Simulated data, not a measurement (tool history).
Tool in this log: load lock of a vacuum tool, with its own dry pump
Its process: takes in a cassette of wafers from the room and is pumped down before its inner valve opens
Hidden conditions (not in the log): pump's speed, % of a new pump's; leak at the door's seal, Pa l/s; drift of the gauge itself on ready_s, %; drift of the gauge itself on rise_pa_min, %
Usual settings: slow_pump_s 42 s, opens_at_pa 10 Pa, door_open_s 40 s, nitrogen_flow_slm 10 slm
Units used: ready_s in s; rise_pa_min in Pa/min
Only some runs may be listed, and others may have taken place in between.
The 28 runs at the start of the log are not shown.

run    hour  slow_pump_s  opens_at_pa  door_open_s  nitrogen_flow_slm  hours that the pump has run since its overhaul  times that the door has closed on its seal  incoming humidity of the room's air, %  ready_s  rise_pa_min
     6691.4  -- dry pump taken out, an overhauled one fitted
 29  6712.9           23           13           41                  5                                              21                                       50322                                    43.2     78.9         0.03
 30    6865           72           13          104                 19                                             174                                       50735                                    46.5    114.9        0.042
 31  7107.1           72           19          182                  8                                             416                                       51392                                    44.4    110.7        0.076
 32    7370           72           10          182                  8                                             679                                       52106                                    45.9    115.8        0.068
 33  7620.9           34           12           30                 25                                             929                                       52786                                    46.4     86.2        0.015
 34  7823.4           42           10           40                 37                                            1132                                       53336                                    43.6     94.9        0.016
 35  8080.6           42           17           40                  6                                            1389                                       54034                                      44     91.4        0.037
 36    8263           42           17           40                  6                                            1572                                       54529                                    46.2     91.1        0.033
 37  8490.6           42            7          146                  6                                            1799                                       55146                                    45.1     96.4         0.08

4 options for the next run, each taken on its own from the tool as it stands now. Forecast them:
  A  8734.5           42            9          146                  6                                            2043                                       55808                                    50.9        ?            ?
  B  8734.5           71           10           40                  8                                            2043                                       55808                                    43.6        ?            ?
  C  8734.5           42           15          198                  6                                            2043                                       55808                                    44.6        ?            ?
  D  8734.5           51           10           40                 25                                            2043                                       55808                                      45        ?            ?

run  ready_s  rise_pa_min
  A     95.7        0.076
  B    115.3        0.022
  C     91.8         0.08
  D    102.3         0.02
Without the tool's hidden state the same runs would have given:
run  ready_s  rise_pa_min
  A     95.7        0.074
  B    115.3         0.02
  C     91.7        0.078
  D    102.3        0.018
